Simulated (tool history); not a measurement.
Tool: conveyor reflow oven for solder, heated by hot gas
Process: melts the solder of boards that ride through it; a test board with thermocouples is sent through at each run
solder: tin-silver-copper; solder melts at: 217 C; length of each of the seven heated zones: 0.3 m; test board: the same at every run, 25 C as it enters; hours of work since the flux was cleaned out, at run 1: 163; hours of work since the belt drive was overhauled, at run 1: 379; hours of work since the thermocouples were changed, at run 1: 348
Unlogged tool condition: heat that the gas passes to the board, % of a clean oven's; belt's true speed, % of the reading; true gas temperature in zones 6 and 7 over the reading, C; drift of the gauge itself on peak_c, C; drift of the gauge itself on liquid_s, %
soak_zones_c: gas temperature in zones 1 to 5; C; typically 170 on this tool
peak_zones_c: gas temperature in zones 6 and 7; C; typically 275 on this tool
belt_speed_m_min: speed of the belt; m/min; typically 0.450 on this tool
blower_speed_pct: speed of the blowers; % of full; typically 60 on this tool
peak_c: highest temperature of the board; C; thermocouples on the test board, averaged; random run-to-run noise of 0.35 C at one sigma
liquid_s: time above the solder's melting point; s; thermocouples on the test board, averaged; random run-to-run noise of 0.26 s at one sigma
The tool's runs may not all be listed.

run   hour  soak_zones_c  peak_zones_c  belt_speed_m_min  blower_speed_pct  hours of work since the flux was cleaned out  hours of work since the belt drive was overhauled  hours of work since the thermocouples were changed  peak_c  liquid_s
  1    0.0           170           275             0.450                60                                           163                                                379                                                 348   255.5      60.6
  2   22.6           170           275             0.450                60                                           178                                                395                                                 364   255.8      60.1
  3   49.5           170           275             0.450                60                                           197                                                413                                                 382   255.4      60.3
  4   65.9           170           275             0.450                60                                           208                                                424                                                 393   255.6      60.9
  5   96.5           170           275             0.450                60                                           228                                                444                                                 413   255.4      60.5
     106.2  -- flux residue cleaned out of gas plates and filters
  6  132.2           170           275             0.450                60                                            18                                                465                                                 434   255.1      60.5
  7  151.6           170           275             0.450                60                                            31                                                478                                                 447   256.0      60.4
  8  182.9           172           275             0.450                60                                            52                                                499                                                 468   256.5      61.4
  9  214.6           172           275             0.450                60                                            73                                                521                                                 489   256.1      61.1
 10  229.3           170           275             0.440                60                                            83                                                530                                                 499   255.9      62.3
 11  257.3           170           275             0.450                80                                           102                                                549                                                 518   260.0      64.4
 12  278.8           170           282             0.450                80                                           116                                                564                                                 533   267.1      68.1
 13  312.2           170           275             0.450                60                                           139                                                586                                                 555   255.2      60.2
 14  341.3           170           270             0.450                60                                           158                                                606                                                 575   251.4      56.8
 15  360.0           170           270             0.450                60                                           171                                                618                                                 587   251.2      57.5
 16  391.1           170           264             0.418                60                                           192                                                639                                                 608   248.7      60.4
 17  421.2           170           263             0.418                74                                           212                                                660                                                 629   251.0      63.7
 18  444.4           170           288             0.450                55                                           228                                                675                                                 644   265.1      66.2
     453.3  -- flux residue cleaned out of gas plates and filters
 19  471.4           178           266             0.408                60                                            12                                                690                                                 659   252.1      68.7
 20  493.4           170           288             0.388                60                                            27                                                705                                                 674   272.4      81.8
 21  528.0           170           288             0.388                60                                            50                                                728                                                 697   271.9      82.0
 22  558.2           170           288             0.388                60                                            71                                                749                                                 717   271.7      81.6
     568.8  -- belt drive overhauled, speed set with a stopwatch
 23  588.2           170           286             0.450                60                                            88                                                 13                                                 735   265.9      66.7
 24  620.8           170           286             0.450                60                                           110                                                 35                                                 757   265.5      66.6
 25  650.6           158           275             0.450                60                                           130                                                 55                                                 777   253.0      54.6
     681.2  -- thermocouples of zones 6 and 7 changed
 26  681.7           156           290             0.388                77                                           150                                                 75                                                   0   276.8      80.2
 27  696.4           165           275             0.450                68                                           160                                                 85                                                  10   256.7      59.7
 28  725.1           165           275             0.450                68                                           179                                                104                                                  30   257.5      60.0
 29  749.9           165           275             0.450                68                                           196                                                121                                                  46   258.3      60.0
 30  777.6           165           275             0.450                68                                           214                                                139                                                  65   257.2      60.2

Alternative continuations, all from the tool just after run 30; predict every row:
  A  796.4           179           284             0.450                60                                           227                                                152                                                  78       ?         ?
  B  796.4           165           275             0.372                56                                           227                                                152                                                  78       ?         ?
  C  796.4           180           275             0.450                60                                           227                                                152                                                  78       ?         ?
  D  796.4           165           275             0.450                52                                           227                                                152                                                  78       ?         ?
  E  796.4           170           275             0.397                60                                           227                                                152                                                  78       ?         ?

run  peak_c  liquid_s
  A   265.0      69.3
  B   260.0      76.0
  C   257.9      65.3
  D   251.2      55.0
  E   260.2      73.0
What these runs would have given with no unlogged condition in the tool:
run  peak_c  liquid_s
  A   265.1      69.3
  B   260.1      76.1
  C   258.0      65.3
  D   251.3      55.1
  E   260.2      73.0

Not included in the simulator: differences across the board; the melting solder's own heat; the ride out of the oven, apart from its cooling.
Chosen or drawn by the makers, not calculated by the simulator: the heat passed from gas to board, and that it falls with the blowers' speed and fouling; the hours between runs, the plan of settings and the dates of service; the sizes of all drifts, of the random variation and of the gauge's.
